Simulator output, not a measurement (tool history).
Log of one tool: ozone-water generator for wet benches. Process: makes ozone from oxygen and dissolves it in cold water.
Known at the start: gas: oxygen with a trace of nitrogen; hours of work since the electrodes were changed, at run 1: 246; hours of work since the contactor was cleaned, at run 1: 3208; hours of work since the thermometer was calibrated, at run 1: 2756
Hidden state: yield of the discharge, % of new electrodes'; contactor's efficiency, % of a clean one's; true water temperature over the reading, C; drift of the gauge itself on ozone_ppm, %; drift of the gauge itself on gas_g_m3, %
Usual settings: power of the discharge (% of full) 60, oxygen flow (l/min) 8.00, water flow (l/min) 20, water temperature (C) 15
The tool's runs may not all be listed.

| run | hour | power of the discharge (% of full) | oxygen flow (l/min) | water flow (l/min) | water temperature (C) | hours of work since the electrodes were changed | hours of work since the contactor was cleaned | hours of work since the thermometer was calibrated | dissolved ozone (ppm) | ozone in the gas ahead of the water (g/m3) |
|---|---|---|---|---|---|---|---|---|---|---|
| 1 | 0.0 | 60 | 8.00 | 20 | 15 | 246 | 3208 | 2756 | 18.6 | 142.2 |
| 2 | 73.8 | 60 | 8.00 | 20 | 15 | 307 | 3268 | 2817 | 18.2 | 145.1 |
| 3 | 119.1 | 73 | 8.00 | 20 | 15 | 344 | 3306 | 2854 | 21.9 | 167.7 |
| 4 | 190.0 | 73 | 8.00 | 20 | 15 | 402 | 3364 | 2913 | 21.7 | 169.3 |
| 5 | 229.2 | 73 | 8.00 | 20 | 15 | 435 | 3396 | 2945 | 21.7 | 168.1 |
| 6 | 267.9 | 73 | 8.00 | 20 | 15 | 466 | 3428 | 2977 | 21.8 | 170.3 |
| 7 | 335.9 | 73 | 8.00 | 20 | 15 | 522 | 3484 | 3033 | 21.6 | 169.0 |
| 8 | 416.0 | 73 | 8.00 | 20 | 15 | 588 | 3550 | 3099 | 21.5 | 169.5 |
| 9 | 476.3 | 60 | 8.00 | 20 | 15 | 638 | 3600 | 3148 | 18.6 | 142.0 |
| 10 | 523.6 | 60 | 8.00 | 17 | 15 | 677 | 3639 | 3187 | 20.7 | 142.7 |
| 11 | 580.1 | 60 | 8.00 | 17 | 15 | 723 | 3685 | 3234 | 20.7 | 143.6 |
| 12 | 618.8 | 60 | 8.00 | 17 | 15 | 755 | 3717 | 3266 | 20.7 | 142.6 |
| 13 | 683.8 | 60 | 8.00 | 20 | 15 | 809 | 3771 | 3319 | 18.3 | 142.6 |
| 14 | 743.3 | 60 | 8.00 | 20 | 15 | 858 | 3820 | 3368 | 18.3 | 144.2 |
| 15 | 779.4 | 60 | 8.00 | 20 | 15 | 888 | 3849 | 3398 | 18.5 | 145.0 |
| 16 | 818.1 | 60 | 8.00 | 20 | 15 | 919 | 3881 | 3430 | 18.3 | 144.8 |
| 17 | 886.4 | 60 | 8.00 | 22 | 13 | 976 | 3938 | 3486 | 17.8 | 143.9 |
| 18 | 949.3 | 66 | 8.00 | 20 | 15 | 1027 | 3989 | 3538 | 19.9 | 154.5 |
|  | 972.1 | water thermometer calibrated |
| 19 | 1009.1 | 60 | 8.00 | 20 | 17 | 1076 | 4038 | 30 | 17.8 | 143.2 |
| 20 | 1063.1 | 60 | 8.00 | 20 | 17 | 1121 | 4083 | 75 | 17.8 | 142.6 |
| 21 | 1098.1 | 78 | 8.00 | 20 | 8 | 1150 | 4111 | 104 | 25.4 | 178.5 |
| 22 | 1143.0 | 78 | 8.00 | 20 | 8 | 1187 | 4148 | 141 | 25.8 | 177.7 |
| 23 | 1183.0 | 78 | 8.00 | 20 | 8 | 1220 | 4181 | 174 | 25.8 | 177.6 |
| 24 | 1257.5 | 59 | 8.00 | 14 | 15 | 1281 | 4243 | 235 | 22.9 | 140.0 |
| 25 | 1331.6 | 44 | 8.00 | 20 | 15 | 1342 | 4304 | 296 | 14.2 | 110.7 |
| 26 | 1386.7 | 60 | 7.77 | 20 | 15 | 1387 | 4349 | 341 | 18.3 | 145.1 |
| 27 | 1443.3 | 50 | 7.77 | 20 | 15 | 1434 | 4396 | 388 | 15.7 | 126.3 |
| 28 | 1511.7 | 53 | 11.53 | 20 | 15 | 1490 | 4452 | 444 | 16.2 | 109.4 |
| 29 | 1584.4 | 60 | 13.23 | 20 | 11 | 1550 | 4512 | 504 | 19.3 | 113.2 |
| 30 | 1630.9 | 60 | 13.23 | 13 | 12 | 1588 | 4550 | 542 | 24.1 | 112.4 |
| 31 | 1684.4 | 60 | 13.23 | 13 | 12 | 1632 | 4594 | 587 | 24.1 | 112.4 |
| 32 | 1732.4 | 60 | 8.00 | 20 | 9 | 1672 | 4634 | 626 | 20.4 | 144.5 |

Forecast each of these 3 alternatives for the next run:
| A | 1795.7 | 44 | 13.46 | 14 | 9 | 1724 | 4686 | 678 | ? | ? |
| B | 1795.7 | 60 | 8.00 | 19 | 9 | 1724 | 4686 | 678 | ? | ? |
| C | 1795.7 | 60 | 8.00 | 12 | 8 | 1724 | 4686 | 678 | ? | ? |

| run | dissolved ozone (ppm) | ozone in the gas ahead of the water (g/m3) |
|---|---|---|
| A | 19.1 | 86.9 |
| B | 21.4 | 143.1 |
| C | 29.4 | 142.5 |
Without the tool's hidden state the same runs would have given:
| run | dissolved ozone (ppm) | ozone in the gas ahead of the water (g/m3) |
|---|---|---|
| A | 19.1 | 87.0 |
| B | 21.4 | 143.1 |
| C | 29.5 | 142.5 |
